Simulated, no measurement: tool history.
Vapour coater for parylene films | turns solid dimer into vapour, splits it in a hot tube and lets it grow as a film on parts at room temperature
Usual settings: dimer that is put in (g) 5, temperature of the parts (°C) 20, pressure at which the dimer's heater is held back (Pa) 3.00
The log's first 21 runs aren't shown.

| run | hour | dimer that is put in (g) | temperature of the parts (°C) | pressure at which the dimer's heater is held back (Pa) | hours of work since the trap's valve was overhauled | hours of work since the table's thermometer was calibrated | thickness of the film (um) |
|---|---|---|---|---|---|---|---|
| 22 | 275.7 | 4 | 31 | 5.63 | 88 | 293 | 0.84 |
| 23 | 283.6 | 7 | 20 | 7.45 | 91 | 296 | 2.36 |
| 24 | 292.9 | 4 | 20 | 7.59 | 95 | 300 | 1.36 |
| 25 | 307.0 | 9 | 14 | 7.60 | 101 | 306 | 3.98 |
| 26 | 317.3 | 4 | 15 | 9.91 | 105 | 310 | 1.66 |
| 27 | 325.4 | 5 | 13 | 10.51 | 109 | 313 | 2.27 |
| 28 | 332.7 | 4 | 16 | 3.00 | 112 | 316 | 1.75 |
| 29 | 341.0 | 3 | 20 | 3.00 | 115 | 319 | 1.12 |
| 30 | 348.3 | 6 | 13 | 6.13 | 118 | 322 | 2.71 |
| 31 | 363.7 | 6 | 13 | 6.13 | 124 | 329 | 2.75 |
| 32 | 377.4 | 6 | 13 | 6.13 | 130 | 334 | 2.75 |
| 33 | 393.4 | 4 | 18 | 7.33 | 136 | 341 | 1.51 |
|  | 403.7 | gauge calibrated |
| 34 | 408.0 | 7 | 23 | 2.57 | 142 | 347 | 2.25 |
| 35 | 421.9 | 5 | 17 | 9.90 | 148 | 353 | 1.86 |
| 36 | 438.6 | 5 | 20 | 3.00 | 155 | 359 | 1.84 |
| 37 | 447.0 | 5 | 20 | 8.95 | 158 | 363 | 1.66 |

Forecast run 38:
| 38 | 454.1 | 7 | 15 | 7.89 | 161 | 366 | ? |

{"run 38": {"thickness of the film (um)": 2.95}}
Without the tool's hidden state the same run would have given thickness of the film (um) 2.93.
